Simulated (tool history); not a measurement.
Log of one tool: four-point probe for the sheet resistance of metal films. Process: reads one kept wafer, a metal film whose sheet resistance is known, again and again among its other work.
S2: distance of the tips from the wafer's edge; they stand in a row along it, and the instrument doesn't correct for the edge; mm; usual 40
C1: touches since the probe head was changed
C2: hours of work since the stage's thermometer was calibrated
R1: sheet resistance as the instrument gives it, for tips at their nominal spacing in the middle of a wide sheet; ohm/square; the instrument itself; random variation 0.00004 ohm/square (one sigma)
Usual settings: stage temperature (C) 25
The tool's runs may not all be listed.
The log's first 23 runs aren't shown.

{"run": 24, "hour": 1312.1, "stage temperature (C)": 25, "S2": 28, "C1": 36295, "C2": 1845, "R1": 0.20052}
{"run": 25, "hour": 1356.1, "stage temperature (C)": 25, "S2": 28, "C1": 37242, "C2": 1867, "R1": 0.2005}
{"run": 26, "hour": 1413.3, "stage temperature (C)": 25, "S2": 28, "C1": 38469, "C2": 1895, "R1": 0.200481}
{"run": 27, "hour": 1483.0, "stage temperature (C)": 25, "S2": 28, "C1": 39966, "C2": 1929, "R1": 0.200637}
{"run": 28, "hour": 1542.8, "stage temperature (C)": 33, "S2": 40, "C1": 41248, "C2": 1959, "R1": 0.202075}
{"run": 29, "hour": 1603.3, "stage temperature (C)": 26, "S2": 22, "C1": 42547, "C2": 1989, "R1": 0.200974}
{"run": 30, "hour": 1663.1, "stage temperature (C)": 31, "S2": 24, "C1": 43832, "C2": 2018, "R1": 0.20203}
{"run": 31, "hour": 1697.4, "stage temperature (C)": 26, "S2": 34, "C1": 44567, "C2": 2035, "R1": 0.200809}
{"run": 32, "hour": 1748.8, "stage temperature (C)": 19, "S2": 40, "C1": 45670, "C2": 2061, "R1": 0.199321}
{"run": 33, "hour": 1808.3, "stage temperature (C)": 34, "S2": 11, "C1": 46948, "C2": 2090, "R1": 0.20374}
{"run": 34, "hour": 1882.8, "stage temperature (C)": 32, "S2": 14, "C1": 48549, "C2": 2127, "R1": 0.20277}
{"run": 35, "hour": 1930.8, "stage temperature (C)": 32, "S2": 37, "C1": 49579, "C2": 2151, "R1": 0.202117}
{"run": 36, "hour": 2006.2, "stage temperature (C)": 32, "S2": 37, "C1": 51197, "C2": 2188, "R1": 0.202113}
{"run": 37, "hour": 2049.2, "stage temperature (C)": 32, "S2": 37, "C1": 52120, "C2": 2209, "R1": 0.202137}
{"run": 38, "hour": 2099.7, "stage temperature (C)": 26, "S2": 4, "C1": 53204, "C2": 2234, "R1": 0.211044}
{"run": 39, "hour": 2154.3, "stage temperature (C)": 23, "S2": 8, "C1": 54377, "C2": 2261, "R1": 0.202899}
{"run": 40, "hour": 2195.0, "stage temperature (C)": 23, "S2": 8, "C1": 55250, "C2": 2281, "R1": 0.202881}
{"run": 41, "hour": 2231.3, "stage temperature (C)": 30, "S2": 4, "C1": 56029, "C2": 2299, "R1": 0.211953}
{"run": 42, "hour": 2267.8, "stage temperature (C)": 30, "S2": 4, "C1": 56814, "C2": 2317, "R1": 0.212029}

Forecast each of these 3 alternatives for the next run:
{"run": "A", "hour": 2330.0, "stage temperature (C)": 19, "S2": 17, "C1": 58149, "C2": 2348, "R1": "?"}
{"run": "B", "hour": 2330.0, "stage temperature (C)": 21, "S2": 4, "C1": 58149, "C2": 2348, "R1": "?"}
{"run": "C", "hour": 2330.0, "stage temperature (C)": 24, "S2": 15, "C1": 58149, "C2": 2348, "R1": "?"}

run=A R1=0.200058
run=B R1=0.210105
run=C R1=0.201233
Without the tool's hidden state the same runs would have given:
run=A R1=0.198682
run=B R1=0.208668
run=C R1=0.199859
